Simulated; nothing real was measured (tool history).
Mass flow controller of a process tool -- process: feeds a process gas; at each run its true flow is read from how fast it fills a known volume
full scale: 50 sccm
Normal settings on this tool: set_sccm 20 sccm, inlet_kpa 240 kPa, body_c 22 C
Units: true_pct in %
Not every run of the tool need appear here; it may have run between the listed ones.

{"run": 1, "day": 0.0, "set_sccm": 20, "inlet_kpa": 240, "body_c": 22, "true_pct": 97.89}
{"run": 2, "day": 3.346, "set_sccm": 20, "inlet_kpa": 240, "body_c": 27, "true_pct": 98.07}
{"run": 3, "day": 4.925, "set_sccm": 20, "inlet_kpa": 240, "body_c": 29, "true_pct": 98.06}
{"run": 4, "day": 7.479, "set_sccm": 20, "inlet_kpa": 240, "body_c": 22, "true_pct": 97.96}
{"run": 5, "day": 10.558, "set_sccm": 20, "inlet_kpa": 240, "body_c": 22, "true_pct": 98.05}
{"run": 6, "day": 13.358, "set_sccm": 20, "inlet_kpa": 240, "body_c": 22, "true_pct": 97.91}
{"run": 7, "day": 16.488, "set_sccm": 20, "inlet_kpa": 240, "body_c": 22, "true_pct": 97.87}
{"run": 8, "day": 17.929, "set_sccm": 20, "inlet_kpa": 164, "body_c": 22, "true_pct": 98.17}
{"run": 9, "day": 19.954, "set_sccm": 20, "inlet_kpa": 164, "body_c": 22, "true_pct": 98.25}
{"run": 10, "day": 22.862, "set_sccm": 20, "inlet_kpa": 272, "body_c": 22, "true_pct": 97.97}
{"run": 11, "day": 24.888, "set_sccm": 20, "inlet_kpa": 148, "body_c": 35, "true_pct": 98.79}
{"run": 12, "day": 27.092, "set_sccm": 20, "inlet_kpa": 148, "body_c": 35, "true_pct": 98.76}
{"run": 13, "day": 29.496, "set_sccm": 20, "inlet_kpa": 148, "body_c": 35, "true_pct": 98.78}
{"run": 14, "day": 31.683, "set_sccm": 20, "inlet_kpa": 148, "body_c": 35, "true_pct": 98.89}
{"run": 15, "day": 34.421, "set_sccm": 32, "inlet_kpa": 244, "body_c": 31, "true_pct": 99.36}
{"run": 16, "day": 36.992, "set_sccm": 32, "inlet_kpa": 202, "body_c": 31, "true_pct": 99.46}
{"run": 17, "day": 38.475, "set_sccm": 32, "inlet_kpa": 202, "body_c": 31, "true_pct": 99.41}
{"run": 18, "day": 40.092, "set_sccm": 27, "inlet_kpa": 240, "body_c": 22, "true_pct": 98.57}
{"run": 19, "day": 42.371, "set_sccm": 31, "inlet_kpa": 221, "body_c": 26, "true_pct": 99.05}
{"run": 20, "day": 43.738, "set_sccm": 26, "inlet_kpa": 228, "body_c": 25, "true_pct": 98.86}

Below are 3 alternative next runs, each starting from the tool's condition after run 20. Predict each:
{"run": "A", "day": 46.142, "set_sccm": 13, "inlet_kpa": 269, "body_c": 24, "true_pct": "?"}
{"run": "B", "day": 46.142, "set_sccm": 20, "inlet_kpa": 240, "body_c": 32, "true_pct": "?"}
{"run": "C", "day": 46.142, "set_sccm": 34, "inlet_kpa": 228, "body_c": 25, "true_pct": "?"}

run=A true_pct=97.8
run=B true_pct=98.7
run=C true_pct=99.28
With the hidden condition removed and each run's random variation left untouched, the same runs would have given:
run=A true_pct=97.42
run=B true_pct=98.32
run=C true_pct=98.9
